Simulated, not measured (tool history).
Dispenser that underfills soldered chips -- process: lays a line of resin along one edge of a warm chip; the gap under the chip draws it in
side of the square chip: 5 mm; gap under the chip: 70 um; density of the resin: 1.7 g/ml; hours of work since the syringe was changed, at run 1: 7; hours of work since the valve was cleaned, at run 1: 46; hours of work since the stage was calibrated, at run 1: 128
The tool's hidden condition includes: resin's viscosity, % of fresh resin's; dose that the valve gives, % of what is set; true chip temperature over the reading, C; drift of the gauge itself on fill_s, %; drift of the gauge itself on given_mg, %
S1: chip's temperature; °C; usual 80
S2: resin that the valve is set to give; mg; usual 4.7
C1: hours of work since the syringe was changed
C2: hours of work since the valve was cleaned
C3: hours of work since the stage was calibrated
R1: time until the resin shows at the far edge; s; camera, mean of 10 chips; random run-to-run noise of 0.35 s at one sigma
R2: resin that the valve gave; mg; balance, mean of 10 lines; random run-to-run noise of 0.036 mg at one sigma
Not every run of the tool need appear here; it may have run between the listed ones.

run	hour	S1	S2	C1	C2	C3	R1	R2
1	0	80	4.7	7	46	128	24.5	4.57
# hour 2.3: new syringe of resin
2	4.9	80	5.95	2	49	132	20.6	5.81
3	9.9	80	5.95	6	53	136	23.5	5.7
4	12.3	80	5.95	8	55	137	24.5	5.65
# hour 14.1: new syringe of resin
5	16.6	80	5.95	2	58	141	20.3	5.65
6	19.4	80	5.95	4	60	143	22	5.66
7	24.5	80	4.57	8	64	146	25.9	4.33
# hour 26.2: new syringe of resin
8	29.7	80	4.57	3	67	150	21.6	4.3
9	34.7	80	4.7	6	71	154	24.5	4.42
# hour 38: new syringe of resin
10	38.9	72	4.7	1	74	157	28.7	4.42
# hour 40.8: dispensing valve cleaned and set on the balance
11	43.1	90	4.7	3	2	159	14.1	4.73
12	46.3	80	4.7	5	4	162	23.5	4.66
13	49.6	80	4.7	8	7	164	25.7	4.69
# hour 51.2: new syringe of resin
14	55.1	80	4.7	3	10	168	21.3	4.65
15	57.7	80	4.7	5	12	170	23.2	4.58
16	60.2	80	4.7	7	14	172	23.8	4.62
# hour 63.1: new syringe of resin
17	64.4	80	4.7	1	17	175	20.7	4.65
18	68.2	80	4.7	4	20	178	23.1	4.62
19	71	80	4.7	6	22	180	24.7	4.67
# hour 74.8: new syringe of resin
20	76.7	80	4.78	1	26	184	20.9	4.74
21	80.3	89	5.92	4	29	187	15.8	5.79
22	85.1	89	5.92	8	33	190	17	5.74
# hour 86.6: new syringe of resin
23	87.8	85	5.52	1	34	192	16.2	5.41
24	91.6	85	5.52	4	37	195	17.7	5.39
25	95.2	71	5.34	6	40	197	36.6	5.15
26	97.5	80	5.58	8	42	199	27.1	5.37
# hour 98.6: new syringe of resin
27	101.4	80	5.58	2	44	202	21.2	5.43
28	107	72	5.9	6	49	206	35.2	5.7
29	109.5	67	5.99	8	51	208	47.5	5.68
# hour 110.7: new syringe of resin
30	113.9	70	4.42	2	54	211	33.8	4.25
31	118.9	70	4.42	6	57	215	38.7	4.2
# hour 122.6: new syringe of resin
32	122.6	70	4.42	0	60	217	32.6	4.22
33	125.9	79	4.13	2	62	220	23.4	3.91
34	130.5	82	4.7	6	66	223	23.6	4.45
# hour 134.7: new syringe of resin
35	136.4	93	4.58	1	70	227	12.3	4.28
36	139.5	72	5.51	4	72	230	31.8	5.14
# hour 143.6: dispensing valve cleaned and set on the balance
37	143.6	93	5.38	6	0	232	13.6	5.38

Describe how what the log doesn't record of the tool's condition differs between the last listed run preceding each entry between runs and the first listed run following it.
Run 1 -> run 2: new syringe of resin (hour 2.3)
  resin's viscosity, % of fresh resin's: 127.7 -> 107.3; dose that the valve gives, % of what is set: 96.19 -> 95.91; true chip temperature over the reading, C: -0.94 -> -0.96
  measured result minus the result with no hidden state, R1: +6.2 -> +2.3 s; R2: -0.18 -> -0.25 mg
Run 4 -> run 5: new syringe of resin (hour 14.1)
  resin's viscosity, % of fresh resin's: 130.5 -> 105.7; dose that the valve gives, % of what is set: 95.47 -> 95.23; true chip temperature over the reading, C: -0.99 -> -1
  measured result minus the result with no hidden state, R1: +6.7 -> +2 s; R2: -0.27 -> -0.29 mg
Run 7 -> run 8: new syringe of resin (hour 26.2)
  resin's viscosity, % of fresh resin's: 130.5 -> 108.4; dose that the valve gives, % of what is set: 94.76 -> 94.47; true chip temperature over the reading, C: -1.03 -> -1.05
  measured result minus the result with no hidden state, R1: +7.1 -> +2.7 s; R2: -0.24 -> -0.26 mg
Run 9 -> run 10: new syringe of resin (hour 38)
  resin's viscosity, % of fresh resin's: 123.7 -> 101.5; dose that the valve gives, % of what is set: 94.19 -> 93.97; true chip temperature over the reading, C: -1.07 -> -1.09
  measured result minus the result with no hidden state, R1: +5.8 -> +2 s; R2: -0.27 -> -0.28 mg
Run 10 -> run 11: dispensing valve cleaned and set on the balance (hour 40.8)
  resin's viscosity, % of fresh resin's: 101.5 -> 110.4; dose that the valve gives, % of what is set: 93.97 -> 99.93; true chip temperature over the reading, C: -1.09 -> -1.1
  measured result minus the result with no hidden state, R1: +2 -> +1.9 s; R2: -0.28 -> +0 mg
Run 13 -> run 14: new syringe of resin (hour 51.2)
  resin's viscosity, % of fresh resin's: 131.3 -> 109.3; dose that the valve gives, % of what is set: 99.51 -> 99.17; true chip temperature over the reading, C: -1.12 -> -1.15
  measured result minus the result with no hidden state, R1: +7.1 -> +2.8 s; R2: -0.02 -> -0.03 mg
Run 16 -> run 17: new syringe of resin (hour 63.1)
  resin's viscosity, % of fresh resin's: 125.2 -> 103.8; dose that the valve gives, % of what is set: 98.87 -> 98.63; true chip temperature over the reading, C: -1.16 -> -1.18
  measured result minus the result with no hidden state, R1: +5.9 -> +1.8 s; R2: -0.05 -> -0.06 mg
Run 19 -> run 20: new syringe of resin (hour 74.8)
  resin's viscosity, % of fresh resin's: 123.7 -> 105.3; dose that the valve gives, % of what is set: 98.23 -> 97.89; true chip temperature over the reading, C: -1.21 -> -1.23
  measured result minus the result with no hidden state, R1: +5.8 -> +2.1 s; R2: -0.08 -> -0.1 mg
Run 22 -> run 23: new syringe of resin (hour 86.6)
  resin's viscosity, % of fresh resin's: 131.7 -> 103.9; dose that the valve gives, % of what is set: 97.38 -> 97.24; true chip temperature over the reading, C: -1.26 -> -1.27
  measured result minus the result with no hidden state, R1: +4.9 -> +1.4 s; R2: -0.16 -> -0.16 mg
Run 26 -> run 27: new syringe of resin (hour 98.6)
  resin's viscosity, % of fresh resin's: 134.4 -> 108; dose that the valve gives, % of what is set: 96.67 -> 96.47; true chip temperature over the reading, C: -1.31 -> -1.32
  measured result minus the result with no hidden state, R1: +8 -> +2.7 s; R2: -0.19 -> -0.2 mg
Run 29 -> run 30: new syringe of resin (hour 110.7)
  resin's viscosity, % of fresh resin's: 134 -> 107.1; dose that the valve gives, % of what is set: 95.95 -> 95.71; true chip temperature over the reading, C: -1.35 -> -1.37
  measured result minus the result with no hidden state, R1: +14.3 -> +4.4 s; R2: -0.24 -> -0.19 mg
Run 31 -> run 32: new syringe of resin (hour 122.6)
  resin's viscosity, % of fresh resin's: 122.2 -> 101.3; dose that the valve gives, % of what is set: 95.39 -> 95.21; true chip temperature over the reading, C: -1.39 -> -1.4
  measured result minus the result with no hidden state, R1: +9.3 -> +2.6 s; R2: -0.2 -> -0.21 mg
Run 34 -> run 35: new syringe of resin (hour 134.7)
  resin's viscosity, % of fresh resin's: 124.8 -> 103.1; dose that the valve gives, % of what is set: 94.74 -> 94.44; true chip temperature over the reading, C: -1.44 -> -1.46
  measured result minus the result with no hidden state, R1: +5.8 -> +1.2 s; R2: -0.25 -> -0.25 mg
Run 36 -> run 37: dispensing valve cleaned and set on the balance (hour 143.6)
  resin's viscosity, % of fresh resin's: 112 -> 121.8; dose that the valve gives, % of what is set: 94.24 -> 100.01; true chip temperature over the reading, C: -1.47 -> -1.48
  measured result minus the result with no hidden state, R1: +5.3 -> +3.1 s; R2: -0.32 -> +0 mg
